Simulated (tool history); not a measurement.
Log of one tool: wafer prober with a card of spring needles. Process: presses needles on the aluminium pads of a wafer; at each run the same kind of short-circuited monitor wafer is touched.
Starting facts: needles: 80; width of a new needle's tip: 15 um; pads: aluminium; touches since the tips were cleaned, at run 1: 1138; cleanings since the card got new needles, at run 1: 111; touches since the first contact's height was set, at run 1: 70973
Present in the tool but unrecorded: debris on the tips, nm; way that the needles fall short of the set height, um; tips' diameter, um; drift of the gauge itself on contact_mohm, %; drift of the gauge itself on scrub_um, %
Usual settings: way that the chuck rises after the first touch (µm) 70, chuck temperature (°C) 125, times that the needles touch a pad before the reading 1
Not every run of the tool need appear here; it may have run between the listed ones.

run   hour  way that the chuck rises after the first touch (µm)  chuck temperature (°C)  times that the needles touch a pad before the reading  touches since the tips were cleaned  cleanings since the card got new needles  touches since the first contact's height was set  resistance of one needle with its contact and lead (mohm)  way that a needle slides on the pad (µm)
  1      0                                                   70                     125                                                      1                                 1138                                       111                                             70973                                                        255                                     11.16
      12.5  -- tips cleaned on abrasive film
      12.8  -- height of the first contact set anew
      28.5  -- tips cleaned on abrasive film
      43.7  -- tips cleaned on abrasive film
  2   47.3                                                   70                     125                                                      1                                 1501                                       114                                             14239                                                        260                                     11.27
      58.6  -- tips cleaned on abrasive film
      72.7  -- tips cleaned on abrasive film
      87.5  -- tips cleaned on abrasive film
  3   92.4                                                   70                     125                                                      1                                 2007                                       117                                             32842                                                        269                                     11.21
     100.7  -- tips cleaned on abrasive film
     115.1  -- tips cleaned on abrasive film
     128.4  -- tips cleaned on abrasive film
  4  133.2                                                   70                     125                                                      1                                 1997                                       120                                             49680                                                        275                                     11.18
     141.6  -- tips cleaned on abrasive film
     155.3  -- tips cleaned on abrasive film
     170.2  -- tips cleaned on abrasive film
  5  172.8                                                   70                     125                                                      1                                 1108                                       123                                             66023                                                        261                                     11.14
     184.6  -- tips cleaned on abrasive film
     197.7  -- tips cleaned on abrasive film
       198  -- height of the first contact set anew
  6    210                                                   70                     125                                                      1                                 4992                                       125                                              4992                                                        294                                     11.31
     212.1  -- tips cleaned on abrasive film
     225.7  -- tips cleaned on abrasive film
     238.4  -- tips cleaned on abrasive film
     252.7  -- tips cleaned on abrasive film
  7  256.8                                                   70                     125                                                      1                                 1676                                       129                                             24259                                                        269                                     11.27
     265.4  -- tips cleaned on abrasive film
     280.6  -- tips cleaned on abrasive film
     294.3  -- tips cleaned on abrasive film
  8  295.3                                                   70                     125                                                      1                                  429                                       132                                             40167                                                        254                                     11.21
     307.9  -- tips cleaned on abrasive film
     322.1  -- tips cleaned on abrasive film
  9    333                                                   70                     125                                                      1                                 4516                                       134                                             55740                                                        291                                     11.13
     335.3  -- tips cleaned on abrasive film
     349.8  -- tips cleaned on abrasive film
 10  354.1                                                   70                     125                                                      1                                 1777                                       136                                             64431                                                        266                                     11.17
     362.5  -- tips cleaned on abrasive film
     375.6  -- tips cleaned on abrasive film
     381.3  -- height of the first contact set anew
 11  386.1                                                   70                     125                                                      1                                 4234                                       138                                              1962                                                        287                                     11.34
     389.3  -- tips cleaned on abrasive film
     403.8  -- tips cleaned on abrasive film
     417.2  -- tips cleaned on abrasive film
 12  428.1                                                   70                     125                                                      1                                 4546                                       141                                             19306                                                        290                                     11.26
     431.3  -- tips cleaned on abrasive film
     445.7  -- tips cleaned on abrasive film
     459.5  -- tips cleaned on abrasive film
 13  467.9                                                   70                     125                                                      1                                 3494                                       144                                             35736                                                        286                                     11.26
     474.2  -- tips cleaned on abrasive film
     488.6  -- tips cleaned on abrasive film
     501.8  -- tips cleaned on abrasive film
 14  511.2                                                   70                      37                                                      1                                 3896                                       147                                             53584                                                        277                                     11.13
     514.4  -- tips cleaned on abrasive film
     529.3  -- tips cleaned on abrasive film
     543.2  -- tips cleaned on abrasive film
 15  547.2                                                   70                      37                                                      1                                 1639                                       150                                             68419                                                        256                                     11.12
     557.4  -- tips cleaned on abrasive film
     564.5  -- height of the first contact set anew
 16  567.9                                                   58                     125                                                      2                                 4205                                       151                                              1393                                                        286                                       9.4
     570.4  -- tips cleaned on abrasive film
     583.3  -- tips cleaned on abrasive film
 17  588.2                                                   57                     119                                                      2                                 2021                                       153                                              9765                                                        271                                      9.19
     596.7  -- tips cleaned on abrasive film
     611.3  -- tips cleaned on abrasive film
 18  615.2                                                   57                      48                                                      2                                 1615                                       155                                             20897                                                        251                                      9.16
     626.7  -- tips cleaned on abrasive film
       641  -- tips cleaned on abrasive film
 19  643.1                                                   70                      48                                                      1                                  845                                       157                                             32405                                                        246                                     11.23
     654.4  -- tips cleaned on abrasive film
     669.3  -- tips cleaned on abrasive film
 20  669.3                                                   83                      97                                                      1                                    0                                       159                                             43208                                                        239                                     13.31
     683.2  -- tips cleaned on abrasive film
 21  692.4                                                   83                      97                                                      1                                 3797                                       160                                             52767                                                        265                                     13.24
     698.7  -- tips cleaned on abrasive film
     713.9  -- tips cleaned on abrasive film
 22  714.6                                                   61                      61                                                      2                                  310                                       162                                             61918                                                        237                                      9.69
     726.5  -- tips cleaned on abrasive film
 23  736.3                                                   51                     100                                                      1                                 4093                                       163                                             70907                                                        335                                         8
     739.5  -- tips cleaned on abrasive film
     749.5  -- height of the first contact set anew
     752.7  -- tips cleaned on abrasive film
 24    764                                                   86                     125                                                      1                                 4655                                       165                                              5949                                                        276                                     13.89
     767.2  -- tips cleaned on abrasive film
     780.8  -- tips cleaned on abrasive film
     795.6  -- tips cleaned on abrasive film
 25  807.6                                                   59                      27                                                      2                                 5003                                       168                                             23959                                                        278                                      9.48
     810.9  -- tips cleaned on abrasive film
     826.1  -- tips cleaned on abrasive film
     839.4  -- tips cleaned on abrasive film
 26  851.4                                                   70                      62                                                      1                                 4989                                       171                                             42050                                                        288                                     11.23
     854.6  -- tips cleaned on abrasive film
     868.8  -- tips cleaned on abrasive film
     882.5  -- tips cleaned on abrasive film
 27  891.7                                                   89                      26                                                      1                                 3830                                       174                                             58655                                                        253                                     14.29
       898  -- tips cleaned on abrasive film
       913  -- tips cleaned on abrasive film
     926.6  -- tips cleaned on abrasive film
     933.1  -- height of the first contact set anew
 28  937.4                                                   70                      87                                                      1                                 4356                                       177                                              1770                                                        289                                     11.33
     939.7  -- tips cleaned on abrasive film
     954.2  -- tips cleaned on abrasive film
 29  962.8                                                   83                      43                                                      1                                 3560                                       179                                             12261                                                        257                                     13.42

4 options for the next run, each taken on its own from the tool as it stands now. Forecast them:
     968.6  -- tips cleaned on abrasive film
     981.7  -- tips cleaned on abrasive film
  A   987                                                   70                      69                                                      1                                 2202                                       181                                             22254                                                          ?                                         ?
     968.6  -- tips cleaned on abrasive film
     981.7  -- tips cleaned on abrasive film
  B   987                                                   54                      29                                                      1                                 2202                                       181                                             22254                                                          ?                                         ?
     968.6  -- tips cleaned on abrasive film
     981.7  -- tips cleaned on abrasive film
  C   987                                                   70                     125                                                      1                                 2202                                       181                                             22254                                                          ?                                         ?
     968.6  -- tips cleaned on abrasive film
     981.7  -- tips cleaned on abrasive film
  D   987                                                   53                      60                                                      2                                 2202                                       181                                             22254                                                          ?                                         ?

run  resistance of one needle with its contact and lead (mohm)  way that a needle slides on the pad (µm)
  A                                                        268                                     11.27
  B                                                        287                                      8.67
  C                                                        282                                      11.3
  D                                                        272                                       8.5
With no hidden state in the tool, these same runs would have given:
run  resistance of one needle with its contact and lead (mohm)  way that a needle slides on the pad (µm)
  A                                                        225                                     11.34
  B                                                        215                                      8.73
  C                                                        241                                     11.37
  D                                                        226                                      8.57
